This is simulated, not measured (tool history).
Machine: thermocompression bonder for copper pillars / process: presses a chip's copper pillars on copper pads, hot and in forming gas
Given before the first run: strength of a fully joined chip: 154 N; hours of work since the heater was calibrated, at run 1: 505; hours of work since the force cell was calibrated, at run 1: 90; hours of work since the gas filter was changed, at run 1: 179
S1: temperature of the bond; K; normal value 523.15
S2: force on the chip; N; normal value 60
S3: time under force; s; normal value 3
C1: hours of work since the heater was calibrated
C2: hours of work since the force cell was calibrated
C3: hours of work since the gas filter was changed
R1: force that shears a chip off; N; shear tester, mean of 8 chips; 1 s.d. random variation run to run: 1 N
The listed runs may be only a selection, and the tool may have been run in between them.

| run | hour | S1 | S2 | S3 | C1 | C2 | C3 | R1 |
|---|---|---|---|---|---|---|---|---|
| 1 | 0.0 | 523.15 | 60 | 3 | 505 | 90 | 179 | 82.9 |
| 2 | 31.2 | 523.15 | 60 | 3 | 522 | 107 | 196 | 80.9 |
| 3 | 66.2 | 523.15 | 60 | 3 | 541 | 127 | 216 | 80.2 |
| 4 | 90.9 | 523.15 | 60 | 4 | 555 | 140 | 229 | 87.7 |
| 5 | 109.6 | 523.15 | 60 | 3 | 565 | 150 | 239 | 79.6 |
| 6 | 136.3 | 523.15 | 59 | 3 | 580 | 165 | 254 | 78.0 |
| 7 | 162.0 | 523.15 | 60 | 3 | 594 | 179 | 268 | 79.6 |
| 8 | 202.2 | 523.15 | 60 | 3 | 616 | 201 | 290 | 79.8 |
| 9 | 233.5 | 523.15 | 60 | 7 | 633 | 218 | 307 | 98.9 |
| 10 | 272.3 | 514.15 | 60 | 3 | 654 | 239 | 328 | 70.8 |
|  | 276.1 | force cell calibrated |
| 11 | 291.6 | 506.15 | 60 | 3 | 664 | 8 | 338 | 63.5 |
|  | 311.7 | forming gas filter changed |
| 12 | 324.6 | 499.15 | 51 | 3 | 682 | 26 | 7 | 52.6 |
| 13 | 342.0 | 523.15 | 50 | 3 | 691 | 36 | 17 | 69.3 |
| 14 | 382.2 | 537.15 | 87 | 5 | 713 | 58 | 39 | 129.4 |
| 15 | 398.8 | 519.15 | 41 | 3 | 722 | 67 | 48 | 52.7 |
| 16 | 416.7 | 519.15 | 41 | 3 | 732 | 77 | 57 | 54.1 |
| 17 | 451.8 | 510.15 | 65 | 3 | 751 | 96 | 77 | 77.7 |

For each entry between runs, how does the tool's hidden state at the last listed run before it compare with that at the first listed run after it?
Logged between run 10 and run 11: force cell calibrated (hour 276.1)
  true temperature of the bond over the reading, C: -5.7 -> -5.8; force that reaches the chip, % of what is set: 98.7 -> 97.9; oxide that the forming gas leaves, % of the face: 7.16 -> 7.36
  measured result minus the result with no hidden state, R1: -10.7 -> -10.7 N
Logged between run 11 and run 12: forming gas filter changed (hour 311.7)
  true temperature of the bond over the reading, C: -5.8 -> -5.9; force that reaches the chip, % of what is set: 97.9 -> 97.8; oxide that the forming gas leaves, % of the face: 7.36 -> 0.69
  measured result minus the result with no hidden state, R1: -10.7 -> -5.6 N
